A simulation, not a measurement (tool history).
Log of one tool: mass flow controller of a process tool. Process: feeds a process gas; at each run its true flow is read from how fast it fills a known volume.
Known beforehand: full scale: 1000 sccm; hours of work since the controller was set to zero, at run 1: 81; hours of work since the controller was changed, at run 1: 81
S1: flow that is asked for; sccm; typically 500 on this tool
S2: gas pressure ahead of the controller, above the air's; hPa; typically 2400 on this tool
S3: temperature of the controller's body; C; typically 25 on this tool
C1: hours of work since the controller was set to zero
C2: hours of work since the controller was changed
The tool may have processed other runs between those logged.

run 1 hour=0 | S1=500 S2=2400 S3=25 | C1=81 C2=81 | true_flow_(%)=99.28
run 2 hour=128 | S1=500 S2=2400 S3=39 | C1=154 C2=154 | true_flow_(%)=99.86
run 3 hour=214.5 | S1=500 S2=2400 S3=39 | C1=203 C2=203 | true_flow_(%)=99.98
run 4 hour=349.9 | S1=500 S2=2400 S3=39 | C1=279 C2=279 | true_flow_(%)=99.9
run 5 hour=481.3 | S1=500 S2=2400 S3=25 | C1=354 C2=354 | true_flow_(%)=99.26
run 6 hour=594.2 | S1=500 S2=2400 S3=25 | C1=417 C2=417 | true_flow_(%)=99.07
run 7 hour=740.6 | S1=106 S2=2400 S3=25 | C1=500 C2=500 | true_flow_(%)=98.39
run 8 hour=832.8 | S1=500 S2=2210 S3=25 | C1=553 C2=553 | true_flow_(%)=99.13
run 9 hour=929.6 | S1=500 S2=2340 S3=25 | C1=607 C2=607 | true_flow_(%)=99.25
run 10 hour=1062.8 | S1=500 S2=2340 S3=25 | C1=683 C2=683 | true_flow_(%)=99.28
run 11 hour=1155.4 | S1=500 S2=2340 S3=25 | C1=735 C2=735 | true_flow_(%)=99.09
run 12 hour=1321.4 | S1=500 S2=2340 S3=25 | C1=829 C2=829 | true_flow_(%)=99.18
run 13 hour=1463 | S1=500 S2=2400 S3=26 | C1=909 C2=909 | true_flow_(%)=99.28
run 14 hour=1549 | S1=500 S2=2400 S3=26 | C1=958 C2=958 | true_flow_(%)=99.27
run 15 hour=1665.1 | S1=500 S2=2400 S3=37 | C1=1024 C2=1024 | true_flow_(%)=99.74
run 16 hour=1747.8 | S1=484 S2=2190 S3=39 | C1=1070 C2=1070 | true_flow_(%)=99.87
run 17 hour=1836.5 | S1=484 S2=2190 S3=39 | C1=1121 C2=1121 | true_flow_(%)=99.76
run 18 hour=1962.3 | S1=457 S2=1750 S3=35 | C1=1192 C2=1192 | true_flow_(%)=99.55
run 19 hour=2046.1 | S1=457 S2=1520 S3=23 | C1=1239 C2=1239 | true_flow_(%)=98.81
run 20 hour=2198.9 | S1=113 S2=1770 S3=31 | C1=1326 C2=1326 | true_flow_(%)=98.62
run 21 hour=2316.7 | S1=113 S2=1770 S3=31 | C1=1392 C2=1392 | true_flow_(%)=98.66
run 22 hour=2416.1 | S1=712 S2=2180 S3=31 | C1=1449 C2=1449 | true_flow_(%)=99.74
run 23 hour=2573.5 | S1=989 S2=2670 S3=29 | C1=1538 C2=1538 | true_flow_(%)=100.44
run 24 hour=2705.7 | S1=135 S2=1660 S3=29 | C1=1612 C2=1612 | true_flow_(%)=98.58
run 25 hour=2827 | S1=325 S2=2020 S3=29 | C1=1681 C2=1681 | true_flow_(%)=99
run 26 hour=2917.8 | S1=166 S2=2490 S3=27 | C1=1732 C2=1732 | true_flow_(%)=98.81
run 27 hour=3096.2 | S1=623 S2=2490 S3=28 | C1=1833 C2=1833 | true_flow_(%)=99.53
run 28 hour=3243.3 | S1=623 S2=2490 S3=28 | C1=1917 C2=1917 | true_flow_(%)=99.58
run 29 hour=3352.4 | S1=623 S2=1490 S3=30 | C1=1978 C2=1978 | true_flow_(%)=99.48

Alternative continuations, all from the tool just after run 29; predict every row:
run A hour=3432.7 | S1=168 S2=1490 S3=35 | C1=2024 C2=2024 | true_flow_(%)=?
run B hour=3432.7 | S1=416 S2=1490 S3=30 | C1=2024 C2=2024 | true_flow_(%)=?
run C hour=3432.7 | S1=623 S2=1780 S3=28 | C1=2024 C2=2024 | true_flow_(%)=?
run D hour=3432.7 | S1=500 S2=2440 S3=25 | C1=2024 C2=2024 | true_flow_(%)=?

run=A true_flow_(%)=98.81
run=B true_flow_(%)=99.02
run=C true_flow_(%)=99.43
run=D true_flow_(%)=99.16
With no hidden state in the tool, these same runs would have given:
run=A true_flow_(%)=98.82
run=B true_flow_(%)=99.02
run=C true_flow_(%)=99.43
run=D true_flow_(%)=99.16
